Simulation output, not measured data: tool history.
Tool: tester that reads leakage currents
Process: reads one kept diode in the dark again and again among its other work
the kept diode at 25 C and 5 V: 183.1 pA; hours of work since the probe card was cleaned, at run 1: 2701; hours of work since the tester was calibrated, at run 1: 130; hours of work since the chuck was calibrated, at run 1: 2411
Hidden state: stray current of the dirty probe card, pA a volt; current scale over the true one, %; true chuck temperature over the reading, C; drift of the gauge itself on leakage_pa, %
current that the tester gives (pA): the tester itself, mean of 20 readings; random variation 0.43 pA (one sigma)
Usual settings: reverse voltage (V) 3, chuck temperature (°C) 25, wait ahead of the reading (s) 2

| run | day | reverse voltage (V) | chuck temperature (°C) | wait ahead of the reading (s) | hours of work since the probe card was cleaned | hours of work since the tester was calibrated | hours of work since the chuck was calibrated | current that the tester gives (pA) |
|---|---|---|---|---|---|---|---|---|
| 1 | 0 | 3 | 25 | 2 | 2701 | 130 | 2411 | 143.34 |
|  | 5.517 | chuck's temperature calibrated |
| 2 | 9.542 | 3 | 25 | 2 | 2839 | 268 | 59 | 143.34 |
| 3 | 18.879 | 3 | 42 | 2 | 2975 | 404 | 195 | 566.89 |
| 4 | 29.171 | 3 | 25 | 2 | 3125 | 554 | 345 | 143.07 |
| 5 | 34.696 | 1.11 | 25 | 2 | 3206 | 635 | 426 | 87.96 |
| 6 | 43.704 | 1.11 | 25 | 2 | 3337 | 766 | 557 | 88.02 |
| 7 | 51.4 | 1.11 | 25 | 2 | 3449 | 879 | 669 | 88.12 |
| 8 | 58.004 | 1.11 | 25 | 2 | 3546 | 975 | 766 | 87.73 |
|  | 67.371 | probe card cleaned and baked |
| 9 | 68.108 | 1.11 | 25 | 2 | 11 | 1120 | 911 | 88.18 |
| 10 | 73.167 | 1.11 | 25 | 1.04 | 85 | 1194 | 985 | 88.14 |
| 11 | 82.246 | 3 | 25 | 2 | 217 | 1327 | 1117 | 143.32 |
| 12 | 89.567 | 3 | 25 | 2 | 324 | 1434 | 1224 | 143.43 |
| 13 | 95.117 | 3 | 25 | 2 | 405 | 1514 | 1305 | 142.74 |
| 14 | 102.258 | 9.43 | 25 | 2 | 509 | 1619 | 1409 | 251.92 |
| 15 | 109.975 | 9.43 | 44 | 2 | 621 | 1731 | 1522 | 1163.37 |
| 16 | 114.442 | 3 | 25 | 0.39 | 687 | 1796 | 1587 | 145.65 |
| 17 | 120.575 | 3 | 25 | 0.39 | 776 | 1886 | 1677 | 145.95 |
| 18 | 125.175 | 3 | 25 | 0.39 | 843 | 1953 | 1744 | 144.34 |
| 19 | 133.204 | 3 | 25 | 2 | 960 | 2070 | 1861 | 143.4 |
| 20 | 137.938 | 3 | 25 | 2 | 1029 | 2139 | 1930 | 143.95 |
| 21 | 146.708 | 3 | 25 | 2 | 1157 | 2267 | 2058 | 143.14 |
| 22 | 156.283 | 3 | 25 | 2 | 1297 | 2407 | 2198 | 143.62 |
|  | 157.171 | tester calibrated |
| 23 | 165.071 | 3 | 29 | 3.95 | 1424 | 115 | 2325 | 202.07 |
| 24 | 171.567 | 19.48 | 27 | 0.43 | 1519 | 210 | 2419 | 438.37 |
|  | 176.533 | chuck's temperature calibrated |
| 25 | 181.854 | 3 | 57 | 2.45 | 1668 | 359 | 78 | 1704.61 |
| 26 | 189.317 | 3 | 57 | 2.45 | 1777 | 468 | 186 | 1705.27 |
| 27 | 198.846 | 3 | 25 | 0.41 | 1916 | 607 | 326 | 145.22 |
| 28 | 204.875 | 4 | 25 | 2 | 2003 | 695 | 413 | 164.79 |
| 29 | 213.267 | 4 | 25 | 2 | 2126 | 817 | 536 | 164.49 |
| 30 | 218.596 | 2.87 | 30 | 2 | 2204 | 895 | 614 | 213.38 |
| 31 | 226.696 | 2.87 | 30 | 2 | 2322 | 1013 | 732 | 213.81 |
| 32 | 233.946 | 2.87 | 30 | 1.97 | 2428 | 1119 | 838 | 214.36 |
| 33 | 243.258 | 2.87 | 30 | 1.97 | 2563 | 1255 | 973 | 213.52 |
| 34 | 252.446 | 2.87 | 30 | 1.97 | 2697 | 1389 | 1107 | 212.95 |
| 35 | 261.288 | 13.61 | 26 | 0.39 | 2826 | 1518 | 1236 | 337.69 |
| 36 | 266.358 | 1.88 | 22 | 2 | 2900 | 1592 | 1310 | 88.11 |
| 37 | 272.533 | 1.96 | 52 | 1.05 | 2991 | 1682 | 1400 | 970.01 |
| 38 | 281.612 | 1.96 | 52 | 1.05 | 3123 | 1814 | 1533 | 969.51 |
| 39 | 290.767 | 1.96 | 52 | 1.05 | 3257 | 1948 | 1666 | 973.48 |

Hidden state or all else? Some run-to-run changes of current that the tester gives (pA), split into what the settings, what came in and random variation would give without the hidden state, and what is left for the hidden state (with any gauge scatter that isn't in both results):
Run 14 -> 15: chuck temperature (°C) 25 -> 44. current that the tester gives (pA) +911.45: hidden state +0.35, all else +911.1.
Run 15 -> 16: reverse voltage (V) 9.43 -> 3, chuck temperature (°C) 44 -> 25, wait ahead of the reading (s) 2 -> 0.39. current that the tester gives (pA) -1017.72: hidden state -0.39, all else -1017.33.
Run 24 -> 25: reverse voltage (V) 19.48 -> 3, chuck temperature (°C) 27 -> 57, wait ahead of the reading (s) 0.43 -> 2.45, chuck's temperature calibrated. current that the tester gives (pA) +1266.24: hidden state -0.42, all else +1266.66.
Run 26 -> 27: chuck temperature (°C) 57 -> 25, wait ahead of the reading (s) 2.45 -> 0.41. current that the tester gives (pA) -1560.05: hidden state +0.01, all else -1560.06.
